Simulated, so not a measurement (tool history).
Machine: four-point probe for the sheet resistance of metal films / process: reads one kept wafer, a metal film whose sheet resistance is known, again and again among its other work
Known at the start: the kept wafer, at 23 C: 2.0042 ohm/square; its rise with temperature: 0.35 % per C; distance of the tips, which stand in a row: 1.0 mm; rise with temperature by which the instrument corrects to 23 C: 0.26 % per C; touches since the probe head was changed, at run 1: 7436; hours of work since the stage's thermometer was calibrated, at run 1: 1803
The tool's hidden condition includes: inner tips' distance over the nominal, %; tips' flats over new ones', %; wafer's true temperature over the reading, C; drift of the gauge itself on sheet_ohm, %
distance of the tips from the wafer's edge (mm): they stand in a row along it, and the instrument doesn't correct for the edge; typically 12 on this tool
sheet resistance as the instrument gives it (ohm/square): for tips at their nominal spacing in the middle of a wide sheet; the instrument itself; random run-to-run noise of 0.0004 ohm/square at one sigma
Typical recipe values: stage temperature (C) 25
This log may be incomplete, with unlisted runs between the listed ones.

| run | hour | stage temperature (C) | distance of the tips from the wafer's edge (mm) | touches since the probe head was changed | hours of work since the stage's thermometer was calibrated | sheet resistance as the instrument gives it (ohm/square) |
|---|---|---|---|---|---|---|
| 1 | 0 | 25 | 12 | 7436 | 1803 | 2.023609 |
| 2 | 18.7 | 25 | 29 | 7824 | 1817 | 2.017877 |
| 3 | 31 | 25 | 29 | 8079 | 1827 | 2.017275 |
| 4 | 41.3 | 25 | 29 | 8292 | 1835 | 2.01826 |
| 5 | 53.6 | 25 | 12 | 8547 | 1844 | 2.023152 |
| 6 | 72.9 | 18 | 12 | 8946 | 1859 | 2.011227 |
| 7 | 94.2 | 25 | 6 | 9388 | 1875 | 2.046589 |
| 8 | 110 | 28 | 12 | 9715 | 1888 | 2.029132 |
| 9 | 119.7 | 29 | 6 | 9916 | 1895 | 2.053312 |
|  | 121.7 | stage's thermometer calibrated |
| 10 | 129.5 | 29 | 6 | 10109 | 6 | 2.055614 |
| 11 | 142.6 | 22 | 12 | 10380 | 16 | 2.01972 |
| 12 | 160.9 | 22 | 12 | 10760 | 30 | 2.02011 |
|  | 168.4 | stage's thermometer calibrated, once more |
| 13 | 174 | 22 | 3 | 11022 | 4 | 2.122733 |
| 14 | 187.2 | 21 | 4 | 11294 | 14 | 2.073262 |
| 15 | 196.2 | 25 | 32 | 11481 | 21 | 2.015184 |

Below are 4 alternative next runs, each starting from the tool's condition after run 15. Predict each:
| A | 214.7 | 27 | 26 | 11865 | 36 | ? |
| B | 214.7 | 26 | 57 | 11865 | 36 | ? |
| C | 214.7 | 25 | 5 | 11865 | 36 | ? |
| D | 214.7 | 33 | 6 | 11865 | 36 | ? |

| run | sheet resistance as the instrument gives it (ohm/square) |
|---|---|
| A | 2.020875 |
| B | 2.017585 |
| C | 2.058318 |
| D | 2.058865 |
Stripped of hidden state, with their random variation kept, the same runs would have yielded:
| run | sheet resistance as the instrument gives it (ohm/square) |
|---|---|
| A | 2.013192 |
| B | 2.009913 |
| C | 2.050503 |
| D | 2.05105 |

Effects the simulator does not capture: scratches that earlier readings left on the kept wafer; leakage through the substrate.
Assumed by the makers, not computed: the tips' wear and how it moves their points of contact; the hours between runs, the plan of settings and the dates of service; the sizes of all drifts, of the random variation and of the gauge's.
